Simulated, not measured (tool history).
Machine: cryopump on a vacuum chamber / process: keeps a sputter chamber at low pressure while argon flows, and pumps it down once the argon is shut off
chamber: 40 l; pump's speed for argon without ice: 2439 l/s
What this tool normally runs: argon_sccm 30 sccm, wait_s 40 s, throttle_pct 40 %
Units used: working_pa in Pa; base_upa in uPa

run,hour,argon_sccm,wait_s,throttle_pct,working_pa,base_upa
1,0.0,30,40,40,0.0554,1.09
2,11.9,30,40,52,0.0434,1.12
3,24.1,30,41,40,0.0544,1.08
4,36.9,30,41,40,0.0546,1.05
5,45.2,30,41,40,0.0558,1.13
6,60.7,30,41,40,0.0544,1.06
7,67.6,30,41,40,0.0549,1.10
8,74.8,30,41,40,0.0559,1.09
9,83.5,24,41,40,0.0440,1.08
10,93.2,24,41,40,0.0438,1.06
11,103.2,23,40,40,0.0421,1.15
12,113.9,15,40,34,0.0321,1.11
13,123.5,21,49,19,0.0798,0.95
14,132.7,30,59,40,0.0558,0.87
15,139.2,30,220,40,0.0548,0.51
16,152.0,40,40,36,0.0819,1.08
17,158.5,14,46,22,0.0468,1.02
18,170.0,14,46,22,0.0461,1.03
19,184.1,52,40,19,0.1957,1.13
20,194.3,30,40,57,0.0406,1.12
21,209.2,30,161,57,0.0402,0.54
22,216.4,27,57,57,0.0368,0.90

4 ways to go on from here, each from the tool as it stands after run 22. What would each give?
A,222.8,27,57,46,?,?
B,222.8,57,158,20,?,?
C,222.8,30,54,54,?,?
D,222.8,27,20,57,?,?

run,working_pa,base_upa
A,0.0437,0.90
B,0.2063,0.56
C,0.0420,0.96
D,0.0372,1.88
Without the tool's hidden state the same runs would have given:
run,working_pa,base_upa
A,0.0398,0.66
B,0.1981,0.32
C,0.0377,0.71
D,0.0333,1.64
